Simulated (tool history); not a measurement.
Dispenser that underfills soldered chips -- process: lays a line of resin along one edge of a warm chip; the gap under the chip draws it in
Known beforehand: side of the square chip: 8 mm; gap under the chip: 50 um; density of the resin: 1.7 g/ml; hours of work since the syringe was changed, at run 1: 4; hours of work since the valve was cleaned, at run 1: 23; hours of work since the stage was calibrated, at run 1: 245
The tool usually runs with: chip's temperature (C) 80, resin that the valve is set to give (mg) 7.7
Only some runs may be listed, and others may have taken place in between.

run    day  chip's temperature (C)  resin that the valve is set to give (mg)  hours of work since the syringe was changed  hours of work since the valve was cleaned  hours of work since the stage was calibrated  time until the resin shows at the far edge (s)  resin that the valve gave (mg)
  1      0                      80                                       7.7                                            4                                         23                                           245                                            17.5                            7.61
     0.317  -- new syringe of resin
  2   0.35                      80                                      9.31                                            1                                         29                                           251                                            15.1                            9.22
  3  0.633                      80                                       7.7                                            6                                         34                                           256                                            18.7                            7.64
     0.879  -- new syringe of resin
  4  0.975                      80                                       7.7                                            2                                         39                                           261                                            16.3                            7.63
  5    1.3                      80                                       7.7                                            7                                         45                                           267                                            19.7                            7.59
     1.446  -- new syringe of resin
  6  1.833                      80                                       7.7                                            7                                         54                                           276                                            19.5                            7.56
     1.988  -- new syringe of resin
  7  2.342                      90                                       7.7                                            6                                         63                                           285                                            12.4                            7.56
     2.554  -- new syringe of resin
  8  2.646                      90                                       7.7                                            2                                         68                                           290                                             9.8                            7.55
  9  2.917                      84                                        10                                            6                                         73                                           295                                            15.9                            9.89
       3.1  -- new syringe of resin
 10  3.238                      84                                        10                                            2                                         78                                           300                                            13.5                            9.74
     3.646  -- new syringe of resin
 11  3.788                      89                                      7.05                                            3                                         88                                           310                                            11.5                            6.86
 12  4.033                      75                                      7.53                                            7                                         92                                           314                                            26.8                            7.29
     4.208  -- new syringe of resin
 13  4.488                      75                                      7.53                                            5                                        100                                           322                                            25.5                            7.31
     4.779  -- new syringe of resin
 14  5.075                      94                                         9                                            5                                        110                                           332                                             8.8                            8.62
     5.338  -- new syringe of resin
     5.592  -- dispensing valve cleaned and set on the balance
 15  5.688                      72                                       6.8                                            5                                          2                                           342                                            30.9                            6.84
     5.962  -- new syringe of resin
 16  6.262                      72                                       6.8                                            5                                         12                                           352                                            31.7                            6.77

Hidden state or all else? Some run-to-run changes of time until the resin shows at the far edge (s), split into what the settings, what came in and random variation would give without the hidden state, and what is left for the hidden state (with any gauge scatter that isn't in both results):
The hidden state here: resin's viscosity, % of fresh resin's; dose that the valve gives, % of what is set; true chip temperature over the reading, C; drift of the gauge itself on fill_s, %; drift of the gauge itself on given_mg, %.
Run 11 -> 12: chip's temperature (C) 89 -> 75, resin that the valve is set to give (mg) 7.05 -> 7.53. time until the resin shows at the far edge (s) +15.3: hidden state +6.2, all else +9.1.
Run 14 -> 15: chip's temperature (C) 94 -> 72, resin that the valve is set to give (mg) 9 -> 6.8, new syringe of resin, dispensing valve cleaned and set on the balance. time until the resin shows at the far edge (s) +22.1: hidden state +5.9, all else +16.2.
